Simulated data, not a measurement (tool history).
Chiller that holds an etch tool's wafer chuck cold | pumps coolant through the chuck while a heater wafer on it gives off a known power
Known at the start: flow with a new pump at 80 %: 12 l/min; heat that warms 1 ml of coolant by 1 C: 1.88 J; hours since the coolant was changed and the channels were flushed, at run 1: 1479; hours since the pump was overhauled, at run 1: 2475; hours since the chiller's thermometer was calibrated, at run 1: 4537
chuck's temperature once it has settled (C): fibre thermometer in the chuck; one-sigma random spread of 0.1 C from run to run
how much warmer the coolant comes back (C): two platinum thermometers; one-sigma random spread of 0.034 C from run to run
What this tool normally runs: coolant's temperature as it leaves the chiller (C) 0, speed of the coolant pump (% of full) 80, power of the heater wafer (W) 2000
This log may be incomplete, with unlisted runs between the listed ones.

run	day	coolant's temperature as it leaves the chiller (C)	speed of the coolant pump (% of full)	power of the heater wafer (W)	hours since the coolant was changed and the channels were flushed	hours since the pump was overhauled	hours since the chiller's thermometer was calibrated	chuck's temperature once it has settled (C)	how much warmer the coolant comes back (C)
1	0	0	80	2000	1479	2475	4537	12.8	5.69
2	3.679	0	80	2000	1567	2563	4626	12.9	5.6
3	8.033	0	93	2000	1672	2667	4730	11.9	4.9
4	12.362	0	80	2000	1775	2771	4834	13.2	5.66
5	17.408	0	80	2000	1897	2892	4955	13.2	5.72
6	19.892	0	80	2000	1956	2952	5015	13.3	5.76
7	23.483	0	80	2000	2042	3038	5101	13.1	5.76
8	26.446	0	80	2000	2113	3109	5172	13.5	5.8
9	29.954	0	80	2000	2198	3194	5256	13.2	5.81
10	35.2	0	80	2000	2324	3319	5382	13.5	5.79
11	40.988	0	80	2000	2462	3458	5521	13.7	5.76
12	46.162	0	80	2000	2587	3583	5645	13.8	5.83
13	48.562	0	80	2000	2644	3640	5703	13.7	5.88
# day 50.196: chiller's thermometer calibrated
14	54.267	0	80	2000	2780	3776	98	13.6	5.87
15	59.029	0	80	2000	2894	3890	212	13.6	5.8
16	62.971	0	80	2000	2989	3985	307	13.7	5.83
# day 66.508: chiller's thermometer calibrated, once more
17	66.946	9	77	2796	3083	4079	10	29.6	8.58
18	71.212	9	77	2796	3186	4182	113	29.5	8.63
19	76.971	8	77	1165	3324	4320	251	16.6	3.59
20	80.188	8	77	1165	3401	4397	328	16.6	3.54
21	84.462	8	82	1401	3504	4500	431	18	4.05
22	88.046	-4	68	1021	3590	4586	517	4.3	3.58
23	92.612	-4	68	1021	3699	4695	626	4.2	3.65
24	95.429	5	80	2000	3767	4763	694	19.6	5.97
25	100.946	0	91	2000	3899	4895	826	13.9	5.25
26	103.325	0	91	2000	3957	4952	884	13.9	5.17
27	108.242	0	91	2000	4075	5070	1002	13.9	5.19
28	114.062	0	91	2000	4214	5210	1141	14.1	5.29
29	119.458	0	91	2000	4344	5340	1271	14.1	5.22
# day 120.758: coolant changed, channels flushed
30	122.704	0	91	2000	47	5412	1343	12.1	5.24
31	126.662	1	80	2000	142	5507	1438	14.2	6.06
32	129.138	-2	79	2230	201	5566	1497	12.9	6.88

Entry by entry between the runs, the difference in hidden state between the last listed run before and the first listed run after:
After run 13, before run 14: chiller's thermometer calibrated (day 50.196)
  heat passed by the chuck's channels, % of clean ones': 88.7 -> 88.2; flow at a given pump speed, % of a new pump's: 91.1 -> 90.8; coolant's true temperature over the reading, C: -0.34 -> -0.52
  measured minus no-state result, chuck's temperature once it has settled (C): +1.5 -> +1.4; how much warmer the coolant comes back (C): +0.52 -> +0.54
After run 16, before run 17: chiller's thermometer calibrated, once more (day 66.508)
  heat passed by the chuck's channels, % of clean ones': 87.3 -> 86.9; flow at a given pump speed, % of a new pump's: 90.4 -> 90.2; coolant's true temperature over the reading, C: -0.53 -> 0.03
  measured minus no-state result, chuck's temperature once it has settled (C): +1.5 -> +3.1; how much warmer the coolant comes back (C): +0.56 -> +0.84
After run 29, before run 30: coolant changed, channels flushed (day 120.758)
  heat passed by the chuck's channels, % of clean ones': 81.5 -> 99.4; flow at a given pump speed, % of a new pump's: 87.5 -> 87.3; coolant's true temperature over the reading, C: -0.04 -> -0.05
  measured minus no-state result, chuck's temperature once it has settled (C): +2.9 -> +0.9; how much warmer the coolant comes back (C): +0.66 -> +0.67
